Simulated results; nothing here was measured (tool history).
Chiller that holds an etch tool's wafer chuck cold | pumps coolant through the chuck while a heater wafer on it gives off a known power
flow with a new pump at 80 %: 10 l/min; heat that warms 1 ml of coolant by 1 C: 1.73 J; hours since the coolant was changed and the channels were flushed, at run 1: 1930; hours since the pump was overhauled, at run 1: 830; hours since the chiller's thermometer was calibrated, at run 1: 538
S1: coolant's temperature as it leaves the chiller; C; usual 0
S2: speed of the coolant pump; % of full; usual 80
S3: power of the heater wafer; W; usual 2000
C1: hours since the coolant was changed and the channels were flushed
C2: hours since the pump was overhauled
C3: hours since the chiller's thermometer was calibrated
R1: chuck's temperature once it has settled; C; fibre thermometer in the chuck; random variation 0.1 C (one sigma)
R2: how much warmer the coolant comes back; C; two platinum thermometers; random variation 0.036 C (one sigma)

| run | hour | S1 | S2 | S3 | C1 | C2 | C3 | R1 | R2 |
|---|---|---|---|---|---|---|---|---|---|
| 1 | 0 | 0 | 80 | 2000 | 1930 | 830 | 538 | 23.3 | 6.97 |
| 2 | 78.1 | 0 | 80 | 2000 | 2008 | 908 | 616 | 23.5 | 6.95 |
| 3 | 154.5 | 0 | 80 | 2000 | 2084 | 985 | 692 | 23.6 | 7.03 |
| 4 | 251.3 | 0 | 80 | 2000 | 2181 | 1081 | 789 | 23.7 | 6.99 |
| 5 | 312 | 0 | 80 | 2000 | 2242 | 1142 | 850 | 23.7 | 7.08 |
| 6 | 373 | 7 | 80 | 2000 | 2303 | 1203 | 911 | 30.7 | 7 |
| 7 | 485.9 | 7 | 80 | 2000 | 2416 | 1316 | 1024 | 30.8 | 7.05 |
| 8 | 629.2 | 7 | 80 | 2000 | 2559 | 1459 | 1167 | 31.1 | 7.02 |
| 9 | 700.2 | 7 | 80 | 2000 | 2630 | 1530 | 1238 | 31.2 | 7.02 |
| 10 | 829.3 | -1 | 80 | 2000 | 2759 | 1659 | 1367 | 23.4 | 7.06 |
| 11 | 969.7 | -1 | 80 | 2000 | 2900 | 1800 | 1507 | 23.5 | 7.03 |
| 12 | 1084.7 | -1 | 85 | 2000 | 3015 | 1915 | 1622 | 22.5 | 6.61 |
| 13 | 1177.2 | -1 | 80 | 2000 | 3107 | 2007 | 1715 | 23.8 | 7.12 |
| 14 | 1282.4 | 0 | 80 | 2000 | 3212 | 2113 | 1820 | 25.1 | 7.11 |
| 15 | 1372.2 | 0 | 86 | 2000 | 3302 | 2202 | 1910 | 23.4 | 6.59 |

Forecast run 16:
| 16 | 1492.1 | -1 | 69 | 1528 | 3422 | 2322 | 2030 | ? | ? |

R1: 20.7 C
R2: 6.49 C
Without the tool's hidden state the same run would have given R1 18 C, R2 6.32 C.
